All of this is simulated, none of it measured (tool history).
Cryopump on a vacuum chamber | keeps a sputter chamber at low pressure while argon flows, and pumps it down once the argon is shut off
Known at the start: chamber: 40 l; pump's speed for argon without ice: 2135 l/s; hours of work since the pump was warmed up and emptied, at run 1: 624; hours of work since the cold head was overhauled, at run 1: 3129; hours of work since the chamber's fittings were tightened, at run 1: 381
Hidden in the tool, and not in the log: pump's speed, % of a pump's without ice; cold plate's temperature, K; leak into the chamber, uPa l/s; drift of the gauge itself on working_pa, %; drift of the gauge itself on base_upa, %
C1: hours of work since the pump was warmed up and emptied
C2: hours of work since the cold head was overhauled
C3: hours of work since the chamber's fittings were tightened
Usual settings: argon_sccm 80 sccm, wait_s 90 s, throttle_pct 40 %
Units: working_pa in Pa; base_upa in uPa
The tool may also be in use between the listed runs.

Run 1, hour 0.0: usual settings; C1 624; C2 3129; C3 381. Result: working_pa 0.1729 Pa, base_upa 1.23 uPa.
Run 2, hour 67.8: usual settings; C1 684; C2 3189; C3 441. Result: working_pa 0.1749 Pa, base_upa 1.31 uPa.
Run 3, hour 119.0: usual settings but wait_s 46 s; C1 730; C2 3235; C3 487. Result: working_pa 0.1772 Pa, base_upa 1.95 uPa.
Run 4, hour 199.7: usual settings but throttle_pct 15 %; C1 801; C2 3307; C3 559. Result: working_pa 0.4433 Pa, base_upa 1.52 uPa.
Run 5, hour 283.3: usual settings; C1 876; C2 3381; C3 633. Result: working_pa 0.1802 Pa, base_upa 1.66 uPa.
Run 6, hour 361.4: usual settings; C1 945; C2 3451; C3 702. Result: working_pa 0.1841 Pa, base_upa 1.74 uPa.
Run 7, hour 409.4: usual settings; C1 988; C2 3493; C3 745. Result: working_pa 0.1847 Pa, base_upa 1.90 uPa.
Run 8, hour 465.3: usual settings; C1 1038; C2 3543; C3 795. Result: working_pa 0.1878 Pa, base_upa 2.04 uPa.
Run 9, hour 538.0: usual settings but argon_sccm 48 sccm; C1 1102; C2 3608; C3 859. Result: working_pa 0.1135 Pa, base_upa 2.05 uPa.
At hour 625.8: pump warmed up, emptied and cooled again.
Run 10, hour 634.5: usual settings; C1 8; C2 3689; C3 941. Result: working_pa 0.1620 Pa, base_upa 1.72 uPa.
Run 11, hour 718.8: usual settings; C1 83; C2 3764; C3 1016. Result: working_pa 0.1635 Pa, base_upa 1.86 uPa.
Run 12, hour 798.0: usual settings; C1 153; C2 3835; C3 1086. Result: working_pa 0.1638 Pa, base_upa 1.98 uPa.
Run 13, hour 859.6: usual settings; C1 208; C2 3889; C3 1141. Result: working_pa 0.1667 Pa, base_upa 2.04 uPa.
Run 14, hour 899.6: usual settings but wait_s 260 s; C1 244; C2 3925; C3 1177. Result: working_pa 0.1665 Pa, base_upa 1.69 uPa.
Run 15, hour 947.0: usual settings; C1 286; C2 3967; C3 1219. Result: working_pa 0.1671 Pa, base_upa 2.15 uPa.
Run 16, hour 1019.3: usual settings but argon_sccm 101 sccm; C1 350; C2 4031; C3 1283. Result: working_pa 0.2146 Pa, base_upa 2.28 uPa.
Run 17, hour 1092.7: usual settings; C1 415; C2 4097; C3 1349. Result: working_pa 0.1721 Pa, base_upa 2.38 uPa.
Run 18, hour 1150.3: usual settings but argon_sccm 100 sccm, wait_s 137 s, throttle_pct 26 %; C1 467; C2 4148; C3 1400. Result: working_pa 0.3206 Pa, base_upa 2.32 uPa.
Run 19, hour 1227.2: usual settings but argon_sccm 100 sccm, wait_s 137 s, throttle_pct 26 %; C1 535; C2 4216; C3 1468. Result: working_pa 0.3243 Pa, base_upa 2.42 uPa.
At hour 1286.1: leaking fittings of the chamber tightened, without venting.
Run 20, hour 1322.8: usual settings but argon_sccm 34 sccm, throttle_pct 51 %; C1 618; C2 4300; C3 33. Result: working_pa 0.0599 Pa, base_upa 0.84 uPa.
Run 21, hour 1367.7: usual settings but argon_sccm 98 sccm, wait_s 98 s, throttle_pct 16 %; C1 658; C2 4340; C3 73. Result: working_pa 0.5073 Pa, base_upa 0.86 uPa.
Run 22, hour 1413.1: usual settings but argon_sccm 49 sccm, wait_s 268 s, throttle_pct 49 %; C1 699; C2 4380; C3 113. Result: working_pa 0.0917 Pa, base_upa 0.55 uPa.
Run 23, hour 1482.7: usual settings but throttle_pct 20 %; C1 761; C2 4442; C3 175. Result: working_pa 0.3386 Pa, base_upa 1.06 uPa.
Run 24, hour 1541.0: usual settings but throttle_pct 30 %; C1 812; C2 4494; C3 227. Result: working_pa 0.2364 Pa, base_upa 1.13 uPa.
Run 25, hour 1621.5: usual settings but throttle_pct 19 %; C1 884; C2 4565; C3 298. Result: working_pa 0.3607 Pa, base_upa 1.27 uPa.
Run 26, hour 1712.4: usual settings but argon_sccm 107 sccm, throttle_pct 39 %; C1 965; C2 4646; C3 379. Result: working_pa 0.2541 Pa, base_upa 1.43 uPa.
Run 27, hour 1805.0: usual settings but argon_sccm 107 sccm, throttle_pct 39 %; C1 1047; C2 4729; C3 462. Result: working_pa 0.2607 Pa, base_upa 1.58 uPa.
Run 28, hour 1859.3: usual settings but argon_sccm 56 sccm, wait_s 39 s, throttle_pct 39 %; C1 1096; C2 4777; C3 510. Result: working_pa 0.1362 Pa, base_upa 2.48 uPa.
Run 29, hour 1909.2: usual settings but argon_sccm 110 sccm, wait_s 84 s; C1 1140; C2 4821; C3 554. Result: working_pa 0.2680 Pa, base_upa 1.77 uPa.
At hour 1954.7: pump warmed up, emptied and cooled again.
Run 30, hour 1969.2: usual settings but argon_sccm 110 sccm, wait_s 84 s; C1 13; C2 4870; C3 603. Result: working_pa 0.2237 Pa, base_upa 1.48 uPa.
Run 31, hour 2062.6: usual settings but argon_sccm 104 sccm, wait_s 84 s, throttle_pct 41 %; C1 96; C2 4953; C3 686. Result: working_pa 0.2061 Pa, base_upa 1.63 uPa.
Run 32, hour 2125.4: usual settings but argon_sccm 104 sccm, wait_s 84 s, throttle_pct 41 %; C1 152; C2 5009; C3 742. Result: working_pa 0.2094 Pa, base_upa 1.68 uPa.
Run 33, hour 2183.6: usual settings but argon_sccm 32 sccm, throttle_pct 17 %; C1 204; C2 5061; C3 794. Result: working_pa 0.1515 Pa, base_upa 1.69 uPa.

3 ways to go on from here, each from the tool as it stands after run 33. What would each give?
Run A, hour 2265.5: usual settings but argon_sccm 81 sccm, throttle_pct 29 %; C1 276; C2 5134; C3 867. Result: working_pa ?, base_upa ?.
Run B, hour 2265.5: usual settings but argon_sccm 35 sccm, throttle_pct 17 %; C1 276; C2 5134; C3 867. Result: working_pa ?, base_upa ?.
Run C, hour 2265.5: usual settings but argon_sccm 50 sccm, throttle_pct 26 %; C1 276; C2 5134; C3 867. Result: working_pa ?, base_upa ?.

run  working_pa  base_upa
  A      0.2301      1.77
  B      0.1687      1.78
  C      0.1588      1.78
Without the tool's hidden state the same runs would have given:
run  working_pa  base_upa
  A      0.2204      0.74
  B      0.1645      0.72
  C      0.1528      0.72
